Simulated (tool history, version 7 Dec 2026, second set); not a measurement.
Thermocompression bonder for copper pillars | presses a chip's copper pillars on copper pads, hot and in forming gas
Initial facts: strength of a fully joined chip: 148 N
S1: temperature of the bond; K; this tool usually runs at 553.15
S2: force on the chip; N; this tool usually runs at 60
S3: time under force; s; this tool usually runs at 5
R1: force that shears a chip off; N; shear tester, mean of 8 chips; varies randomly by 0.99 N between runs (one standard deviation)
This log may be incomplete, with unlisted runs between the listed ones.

Run 1, hour 0.0: usual settings. Result: R1 82.6 N.
Run 2, hour 38.1: usual settings. Result: R1 80.2 N.
Run 3, hour 82.9: usual settings. Result: R1 78.0 N.
Run 4, hour 115.1: usual settings. Result: R1 78.1 N.
Run 5, hour 173.6: usual settings. Result: R1 77.6 N.
Run 6, hour 202.5: usual settings. Result: R1 77.3 N.
Run 7, hour 266.5: usual settings. Result: R1 76.8 N.
Run 8, hour 332.2: usual settings. Result: R1 75.0 N.
Run 9, hour 391.3: usual settings. Result: R1 73.6 N.
At hour 395.9: force cell calibrated.
At hour 418.2: forming gas filter changed.
Run 10, hour 439.3: usual settings. Result: R1 79.6 N.
Run 11, hour 469.2: usual settings. Result: R1 79.1 N.
Run 12, hour 498.5: usual settings but S1 582.15 K, S2 47 N, S3 8 s. Result: R1 100.8 N.
Run 13, hour 532.1: usual settings but S1 550.15 K, S2 51 N. Result: R1 67.2 N.
At hour 575.3: force cell calibrated, once more.
Run 14, hour 584.4: usual settings but S1 530.15 K, S2 72 N, S3 4 s. Result: R1 63.0 N.
Run 15, hour 622.6: usual settings but S1 538.15 K, S2 40 N, S3 10 s. Result: R1 64.3 N.
Run 16, hour 687.6: usual settings but S1 538.15 K, S2 49 N, S3 11 s. Result: R1 73.3 N.
At hour 713.4: heater calibrated with a thermocouple chip.
Run 17, hour 738.8: usual settings but S3 7 s. Result: R1 90.1 N.
Run 18, hour 780.9: usual settings but S3 7 s. Result: R1 88.9 N.
Run 19, hour 845.1: usual settings but S1 567.15 K, S2 37 N, S3 8 s. Result: R1 77.9 N.
Run 20, hour 893.7: usual settings but S1 567.15 K, S2 37 N, S3 8 s. Result: R1 77.0 N.
Run 21, hour 929.3: usual settings but S1 555.15 K, S2 82 N. Result: R1 94.5 N.
Run 22, hour 994.9: usual settings but S1 572.15 K, S2 71 N. Result: R1 98.0 N.

What if the next run were any one of these 5? Each begins from the tool's condition after run 22:
At hour 1013.8: forming gas filter changed.
Run A, hour 1030.1: usual settings but S1 541.15 K, S2 47 N, S3 4 s. Result: R1 ?.
At hour 1013.8: forming gas filter changed.
Run B, hour 1030.1: usual settings but S1 530.15 K. Result: R1 ?.
At hour 1013.8: forming gas filter changed.
Run C, hour 1030.1: usual settings but S1 572.15 K, S2 53 N, S3 4 s. Result: R1 ?.
At hour 1013.8: forming gas filter changed.
Run D, hour 1030.1: usual settings but S2 39 N, S3 13 s. Result: R1 ?.
At hour 1013.8: forming gas filter changed.
Run E, hour 1030.1: usual settings but S1 530.15 K, S2 46 N, S3 10 s. Result: R1 ?.

run    R1
  A  56.4
  B  64.4
  C  85.5
  D  84.5
  E  66.5
With no hidden state in the tool, these same runs would have given:
run    R1
  A  58.1
  B  66.3
  C  87.6
  D  86.6
  E  68.4

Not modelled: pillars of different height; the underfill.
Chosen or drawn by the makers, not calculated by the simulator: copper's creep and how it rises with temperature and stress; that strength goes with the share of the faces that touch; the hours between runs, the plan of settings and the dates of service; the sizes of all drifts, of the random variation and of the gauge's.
